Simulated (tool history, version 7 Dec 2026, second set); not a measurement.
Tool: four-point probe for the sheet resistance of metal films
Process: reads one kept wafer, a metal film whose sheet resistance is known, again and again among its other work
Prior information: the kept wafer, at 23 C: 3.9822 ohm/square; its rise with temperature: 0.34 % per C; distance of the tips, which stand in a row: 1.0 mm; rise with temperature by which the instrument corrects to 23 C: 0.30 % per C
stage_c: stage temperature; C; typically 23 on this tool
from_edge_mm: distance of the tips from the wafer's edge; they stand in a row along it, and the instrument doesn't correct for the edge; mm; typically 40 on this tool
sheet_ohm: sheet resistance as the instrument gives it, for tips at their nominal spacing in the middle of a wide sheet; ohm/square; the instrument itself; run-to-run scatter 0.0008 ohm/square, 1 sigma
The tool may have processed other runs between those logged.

run 1 day=0 | stage_c=23 from_edge_mm=40 | sheet_ohm=3.984267
run 2 day=1.996 | stage_c=23 from_edge_mm=40 | sheet_ohm=3.983353
run 3 day=4.296 | stage_c=23 from_edge_mm=40 | sheet_ohm=3.98302
run 4 day=7.154 | stage_c=29 from_edge_mm=40 | sheet_ohm=3.993309
run 5 day=8.679 | stage_c=29 from_edge_mm=5 | sheet_ohm=4.076763
run 6 day=10.429 | stage_c=29 from_edge_mm=5 | sheet_ohm=4.077243
run 7 day=12.025 | stage_c=29 from_edge_mm=5 | sheet_ohm=4.077201
run 8 day=15.096 | stage_c=29 from_edge_mm=5 | sheet_ohm=4.077038
run 9 day=18.067 | stage_c=23 from_edge_mm=40 | sheet_ohm=3.983907
run 10 day=21.325 | stage_c=23 from_edge_mm=40 | sheet_ohm=3.983896
run 11 day=24.142 | stage_c=23 from_edge_mm=40 | sheet_ohm=3.983583
run 12 day=27.15 | stage_c=27 from_edge_mm=40 | sheet_ohm=3.991263
run 13 day=29.021 | stage_c=27 from_edge_mm=40 | sheet_ohm=3.989543
run 14 day=31.725 | stage_c=27 from_edge_mm=40 | sheet_ohm=3.990829
run 15 day=34.892 | stage_c=18 from_edge_mm=40 | sheet_ohm=3.973942
run 16 day=36.379 | stage_c=18 from_edge_mm=40 | sheet_ohm=3.974872
run 17 day=38.054 | stage_c=18 from_edge_mm=40 | sheet_ohm=3.974917
run 18 day=41.192 | stage_c=19 from_edge_mm=40 | sheet_ohm=3.97598
run 19 day=44.7 | stage_c=23 from_edge_mm=5 | sheet_ohm=4.067371
run 20 day=47.817 | stage_c=23 from_edge_mm=5 | sheet_ohm=4.066107
run 21 day=50.021 | stage_c=32 from_edge_mm=40 | sheet_ohm=3.998623
-- day=50.225 stage's thermometer calibrated
run 22 day=52.179 | stage_c=32 from_edge_mm=40 | sheet_ohm=3.998604
run 23 day=55.492 | stage_c=23 from_edge_mm=40 | sheet_ohm=3.985281
run 24 day=59.029 | stage_c=23 from_edge_mm=40 | sheet_ohm=3.984386
run 25 day=62.142 | stage_c=32 from_edge_mm=3 | sheet_ohm=4.220797
run 26 day=63.658 | stage_c=29 from_edge_mm=34 | sheet_ohm=3.994946
run 27 day=65.746 | stage_c=24 from_edge_mm=44 | sheet_ohm=3.985463
run 28 day=69.079 | stage_c=24 from_edge_mm=13 | sheet_ohm=3.997724
run 29 day=71.229 | stage_c=22 from_edge_mm=13 | sheet_ohm=3.994247
run 30 day=72.75 | stage_c=25 from_edge_mm=5 | sheet_ohm=4.071018
run 31 day=76.354 | stage_c=25 from_edge_mm=5 | sheet_ohm=4.069664
run 32 day=78.554 | stage_c=23 from_edge_mm=32 | sheet_ohm=3.986395
run 33 day=81.683 | stage_c=33 from_edge_mm=12 | sheet_ohm=4.014676
run 34 day=84.592 | stage_c=19 from_edge_mm=11 | sheet_ohm=3.993069
run 35 day=86.508 | stage_c=19 from_edge_mm=11 | sheet_ohm=3.993749
run 36 day=88.688 | stage_c=24 from_edge_mm=7 | sheet_ohm=4.026626
run 37 day=91.471 | stage_c=21 from_edge_mm=4 | sheet_ohm=4.108487
run 38 day=93.558 | stage_c=20 from_edge_mm=22 | sheet_ohm=3.982542
run 39 day=96.012 | stage_c=20 from_edge_mm=22 | sheet_ohm=3.981764
run 40 day=98.888 | stage_c=28 from_edge_mm=43 | sheet_ohm=3.992154
run 41 day=101.362 | stage_c=28 from_edge_mm=43 | sheet_ohm=3.993036
run 42 day=103.354 | stage_c=19 from_edge_mm=40 | sheet_ohm=3.977172
run 43 day=105.067 | stage_c=31 from_edge_mm=36 | sheet_ohm=3.997119
run 44 day=107.229 | stage_c=19 from_edge_mm=39 | sheet_ohm=3.977289
run 45 day=109.875 | stage_c=19 from_edge_mm=39 | sheet_ohm=3.976172
run 46 day=111.733 | stage_c=19 from_edge_mm=39 | sheet_ohm=3.977527

Alternative continuations, all from the tool just after run 46; predict every row:
run A day=113.829 | stage_c=28 from_edge_mm=3 | sheet_ohm=?
run B day=113.829 | stage_c=22 from_edge_mm=26 | sheet_ohm=?
run C day=113.829 | stage_c=33 from_edge_mm=18 | sheet_ohm=?

run=A sheet_ohm=4.21395
run=B sheet_ohm=3.984565
run=C sheet_ohm=4.006921
Take away the tool's hidden state, keep each run's random variation, and the runs would have read:
run=A sheet_ohm=4.21338
run=B sheet_ohm=3.984025
run=C sheet_ohm=4.006377
